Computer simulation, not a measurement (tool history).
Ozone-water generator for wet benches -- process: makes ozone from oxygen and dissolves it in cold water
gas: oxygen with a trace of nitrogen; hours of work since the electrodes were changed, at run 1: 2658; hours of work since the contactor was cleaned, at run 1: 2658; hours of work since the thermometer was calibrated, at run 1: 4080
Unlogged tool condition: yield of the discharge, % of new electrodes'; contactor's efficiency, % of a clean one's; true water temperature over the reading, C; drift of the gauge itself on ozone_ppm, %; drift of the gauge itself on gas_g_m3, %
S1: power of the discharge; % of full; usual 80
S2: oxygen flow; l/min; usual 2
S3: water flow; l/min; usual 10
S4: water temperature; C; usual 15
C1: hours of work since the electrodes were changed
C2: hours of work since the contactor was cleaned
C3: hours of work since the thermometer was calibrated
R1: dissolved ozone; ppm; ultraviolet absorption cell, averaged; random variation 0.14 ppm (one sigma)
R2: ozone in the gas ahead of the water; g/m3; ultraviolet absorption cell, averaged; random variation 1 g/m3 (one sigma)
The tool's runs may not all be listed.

Run 1, hour 0: usual settings; C1 2658; C2 2658; C3 4080. Result: R1 16.1 ppm, R2 174 g/m3.
Run 2, hour 68.9: usual settings; C1 2716; C2 2716; C3 4138. Result: R1 16.2 ppm, R2 173.2 g/m3.
Run 3, hour 140.3: usual settings; C1 2777; C2 2777; C3 4198. Result: R1 16.1 ppm, R2 173.5 g/m3.
Run 4, hour 229.5: usual settings; C1 2852; C2 2852; C3 4273. Result: R1 16.1 ppm, R2 174.6 g/m3.
Run 5, hour 321.8: usual settings but S1 73 % of full; C1 2930; C2 2930; C3 4351. Result: R1 15.1 ppm, R2 162.9 g/m3.
Run 6, hour 390.3: usual settings but S1 73 % of full; C1 2987; C2 2987; C3 4409. Result: R1 14.9 ppm, R2 161.9 g/m3.
Run 7, hour 462.5: usual settings but S1 73 % of full, S3 15 l/min, S4 8 C; C1 3048; C2 3048; C3 4470. Result: R1 10.9 ppm, R2 163.8 g/m3.
Run 8, hour 558.6: usual settings but S1 98 % of full, S2 2.8 l/min, S3 13 l/min, S4 9 C; C1 3129; C2 3129; C3 4551. Result: R1 16.6 ppm, R2 168.9 g/m3.
At hour 651.8: water thermometer calibrated.
Run 9, hour 651.8: usual settings but S1 76 % of full, S2 1.2 l/min, S3 9 l/min, S4 17 C; C1 3207; C2 3207; C3 0. Result: R1 15.5 ppm, R2 224.3 g/m3.
Run 10, hour 728.7: usual settings but S1 62 % of full, S2 1.31 l/min, S3 9 l/min; C1 3272; C2 3272; C3 65. Result: R1 13.7 ppm, R2 181.6 g/m3.
Run 11, hour 796: usual settings but S1 62 % of full, S2 1.31 l/min, S3 9 l/min; C1 3329; C2 3329; C3 121. Result: R1 13.9 ppm, R2 182.4 g/m3.
Run 12, hour 882.4: usual settings but S2 1.36 l/min, S4 12 C; C1 3401; C2 3401; C3 194. Result: R1 16 ppm, R2 217.7 g/m3.

Each run again, without the hidden state but with its own random variation kept:
run     R2
  1  174.2
  2  173.2
  3  173.3
  4  174.2
  5  162.3
  6  161.2
  7  162.9
  8  167.8
  9  222.4
 10  179.9
 11  180.5
 12  215.2
R1: at most 0.1 ppm away from the measurement, every run.
